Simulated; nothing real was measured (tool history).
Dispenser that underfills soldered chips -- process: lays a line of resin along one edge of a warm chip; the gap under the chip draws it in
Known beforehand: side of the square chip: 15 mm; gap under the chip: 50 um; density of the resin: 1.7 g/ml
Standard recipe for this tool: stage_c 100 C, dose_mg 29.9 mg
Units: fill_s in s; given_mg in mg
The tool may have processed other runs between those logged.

run	day	stage_c	dose_mg	fill_s	given_mg
1	0	100	29.9	247	29.15
2	0.283	100	36	343.8	35.37
# day 0.5: new syringe of resin
3	0.629	104	29.9	262.9	29.34
4	0.804	100	26.1	376.5	25.37
# day 1: new syringe of resin
5	1.158	102	29.9	288.6	29.05
6	1.462	102	29.9	419.3	28.94
# day 1.5: new syringe of resin
7	1.812	88	29.9	501.2	28.98
# day 2.004: new syringe of resin
8	2.021	100	29.9	244.8	28.81
9	2.275	100	29.9	336.9	28.77
# day 2.512: new syringe of resin
10	2.596	100	29.9	265.8	28.53
11	2.862	90	27.3	499.2	26.52
# day 3.025: new syringe of resin
12	3.188	90	27.3	400.4	26.21
13	3.371	90	25.7	519.1	24.56
# day 3.538: new syringe of resin
14	3.6	90	25.7	365.1	24.74
15	3.9	90	25.7	531.1	24.39
# day 4.054: new syringe of resin
16	4.238	94	29.9	371.2	28.42
17	4.396	94	29.9	451.1	28.44
# day 4.579: new syringe of resin
18	4.638	94	29.9	309.8	28.16
19	4.892	95	32.4	402.5	30.6
# day 5.083: new syringe of resin
20	5.1	114	37.2	169.9	34.97

Some steps in fill_s between neighbouring runs. How much of each would the tool show without its hidden state too (settings, what came in, random variation), and how much is left for the hidden state, with any gauge scatter that isn't in both results?
What the log doesn't record here: resin's viscosity, % of fresh resin's; dose that the valve gives, % of what is set; true chip temperature over the reading, C; drift of the gauge itself on fill_s, %; drift of the gauge itself on given_mg, %.
Run 7 -> 8: stage_c 88 -> 100, new syringe of resin. fill_s -256.4 s: hidden state -167.1, all else -89.3.
Run 10 -> 11: stage_c 100 -> 90, dose_mg 29.9 -> 27.3. fill_s +233.4 s: hidden state +154.9, all else +78.5.
Run 14 -> 15: no setting touched and nothing written in the log between the runs. fill_s +166 s: hidden state +167.5, all else -1.5.
